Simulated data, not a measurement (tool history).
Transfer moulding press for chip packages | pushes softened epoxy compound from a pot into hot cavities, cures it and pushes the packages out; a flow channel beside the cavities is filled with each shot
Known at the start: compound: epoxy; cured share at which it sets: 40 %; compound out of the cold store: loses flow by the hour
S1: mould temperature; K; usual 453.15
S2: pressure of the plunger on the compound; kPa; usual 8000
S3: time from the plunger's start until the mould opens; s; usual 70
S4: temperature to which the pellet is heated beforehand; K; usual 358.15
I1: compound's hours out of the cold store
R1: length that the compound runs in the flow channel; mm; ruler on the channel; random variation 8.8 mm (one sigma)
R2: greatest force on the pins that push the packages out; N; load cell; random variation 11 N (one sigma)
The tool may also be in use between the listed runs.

run,hour,S1,S2,S3,S4,I1,R1,R2
1,0.0,453.15,8000,70,358.15,41.7,832,481
2,17.3,453.15,8000,70,358.15,30.8,887,675
# hour 26.5: plunger's sealing rings changed
3,51.9,453.15,8000,70,358.15,10.2,1063,980
4,75.3,453.15,8000,70,360.15,23.4,979,974
# hour 78.6: cavities cleaned with cleaning compound and waxed
5,105.1,453.15,8000,70,355.15,11.8,1057,821
6,132.7,453.15,8000,70,355.15,18.3,995,931
# hour 154.4: cavities cleaned with cleaning compound and waxed
7,158.5,453.15,8000,70,355.15,15.7,1002,633
8,183.3,460.15,8000,70,355.15,39.0,869,487
9,204.7,460.15,8000,70,355.15,23.4,934,614
10,227.3,460.15,8000,70,355.15,37.0,873,645
# hour 231.0: cavities cleaned with cleaning compound and waxed
11,260.5,460.15,8000,70,355.15,8.9,1001,559
12,278.7,460.15,8000,70,355.15,36.8,854,586
13,301.3,459.15,6950,84,362.15,40.2,794,516
# hour 306.6: cavities cleaned with cleaning compound and waxed
# hour 314.9: plunger's sealing rings changed
14,330.6,459.15,6790,84,350.15,12.8,947,411
15,365.2,456.15,6740,99,349.15,46.9,778,477
# hour 385.7: cavities cleaned with cleaning compound and waxed
16,391.0,456.15,6740,99,349.15,26.5,875,299
17,412.3,446.15,9830,77,368.15,46.0,968,814
18,440.6,446.15,9830,77,368.15,12.7,1156,1180
# hour 461.8: cavities cleaned with cleaning compound and waxed
19,472.3,446.15,9830,77,368.15,11.1,1159,824
20,506.4,454.15,8000,70,358.15,47.9,833,743
21,520.3,447.15,8000,70,361.15,25.8,945,1391
# hour 537.5: cavities cleaned with cleaning compound and waxed
22,540.0,447.15,8000,70,361.15,11.3,1028,876
23,568.6,447.15,8000,70,361.15,28.1,927,1125

Forecast each of these 3 alternatives for the next run:
A,584.4,449.15,8000,70,361.15,11.8,?,?
B,584.4,452.15,7190,70,358.15,33.3,?,?
C,584.4,447.15,10000,102,361.15,15.2,?,?

run,R1,R2
A,1011,1204
B,825,912
C,1130,575
Without the tool's hidden state the same runs would have given:
run,R1,R2
A,1077,700
B,880,528
C,1203,339
